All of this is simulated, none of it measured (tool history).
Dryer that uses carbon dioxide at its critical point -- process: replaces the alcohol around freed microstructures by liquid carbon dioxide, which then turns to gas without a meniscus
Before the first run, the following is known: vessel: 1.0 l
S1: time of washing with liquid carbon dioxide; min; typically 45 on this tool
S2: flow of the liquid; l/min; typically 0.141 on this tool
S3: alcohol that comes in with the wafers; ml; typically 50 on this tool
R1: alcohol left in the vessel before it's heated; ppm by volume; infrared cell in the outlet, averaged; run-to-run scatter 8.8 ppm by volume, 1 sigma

{"run": 1, "hour": 0.0, "S1": 45, "S2": 0.141, "S3": 50, "R1": 650}
{"run": 2, "hour": 8.6, "S1": 45, "S2": 0.141, "S3": 31, "R1": 463}
{"run": 3, "hour": 12.8, "S1": 45, "S2": 0.141, "S3": 50, "R1": 671}
{"run": 4, "hour": 17.1, "S1": 45, "S2": 0.141, "S3": 50, "R1": 676}
{"run": 5, "hour": 21.1, "S1": 45, "S2": 0.141, "S3": 50, "R1": 683}
{"run": 6, "hour": 27.0, "S1": 45, "S2": 0.141, "S3": 50, "R1": 693}
{"run": 7, "hour": 32.3, "S1": 45, "S2": 0.141, "S3": 50, "R1": 668}
{"run": 8, "hour": 37.2, "S1": 45, "S2": 0.141, "S3": 50, "R1": 679}
{"run": 9, "hour": 42.3, "S1": 55, "S2": 0.105, "S3": 50, "R1": 957}
{"run": 10, "hour": 47.6, "S1": 38, "S2": 0.111, "S3": 24, "R1": 1333}
{"run": 11, "hour": 57.4, "S1": 67, "S2": 0.203, "S3": 86, "R1": 149}
{"run": 12, "hour": 62.9, "S1": 39, "S2": 0.203, "S3": 49, "R1": 325}
{"run": 13, "hour": 68.8, "S1": 45, "S2": 0.224, "S3": 78, "R1": 212}
{"run": 14, "hour": 73.6, "S1": 45, "S2": 0.224, "S3": 78, "R1": 220}
{"run": 15, "hour": 78.7, "S1": 55, "S2": 0.141, "S3": 30, "R1": 290}
{"run": 16, "hour": 85.1, "S1": 55, "S2": 0.141, "S3": 30, "R1": 301}

Selected run-to-run steps in R1, each split into two signed amounts: the part the tool would show with no hidden state at all (from settings, incoming material and random variation), and the remainder, which goes to the hidden state together with any gauge scatter not common to the measured and the hidden-state-free results:
The hidden state here: flow that reaches the vessel past the clogged filter, %; alcohol in the recycled carbon dioxide, ppm; drift of the gauge itself on alcohol_ppm, %.
Run 10 -> 11: S1 38 -> 67, S2 0.111 -> 0.203, S3 24 -> 86. R1 -1184 ppm by volume: hidden state -98, all else -1086.

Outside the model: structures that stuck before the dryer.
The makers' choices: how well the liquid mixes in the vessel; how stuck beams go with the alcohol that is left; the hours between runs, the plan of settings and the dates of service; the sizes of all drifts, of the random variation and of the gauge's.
